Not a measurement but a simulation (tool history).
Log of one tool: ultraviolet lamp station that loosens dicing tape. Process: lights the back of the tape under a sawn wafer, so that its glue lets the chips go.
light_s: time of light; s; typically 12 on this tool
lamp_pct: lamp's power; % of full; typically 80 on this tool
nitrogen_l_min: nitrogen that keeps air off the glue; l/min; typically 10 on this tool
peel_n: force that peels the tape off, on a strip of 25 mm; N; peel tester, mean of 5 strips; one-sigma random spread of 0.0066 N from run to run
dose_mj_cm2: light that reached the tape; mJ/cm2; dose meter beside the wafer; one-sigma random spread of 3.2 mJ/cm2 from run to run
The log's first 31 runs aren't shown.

run	day	light_s	lamp_pct	nitrogen_l_min	hours of work of the lamp	hours of work since the window was cleaned	peel_n	dose_mj_cm2
32	14.817	11	63	7	350	521	0.703	293
33	15.342	11	63	7	359	530	0.671	291
34	15.733	11	63	7	366	537	0.693	291
35	16.108	16	84	13	372	543	0.168	568
36	16.438	12	66	4	378	549	0.853	329
37	17.100	12	80	10	389	560	0.288	398
# day 17.438: window cleaned of glue's vapour
38	17.550	20	61	5	397	2	0.249	582
39	18.004	20	61	5	405	10	0.256	582
40	18.642	12	64	7	415	21	0.452	367
41	18.988	12	64	7	421	27	0.445	361
42	19.546	10	80	13	431	36	0.279	371
43	20.217	7	92	9	443	48	0.537	298

Forecast each of these 3 alternatives for the next run:
A	20.567	12	80	10	449	54	?	?
B	20.567	10	71	5	449	54	?	?
C	20.567	11	80	3	449	54	?	?

run	peel_n	dose_mj_cm2
A	0.225	446
B	0.725	328
C	0.688	410
What these runs would have given with no unlogged condition in the tool:
run	peel_n	dose_mj_cm2
A	0.197	487
B	0.612	359
C	0.580	448
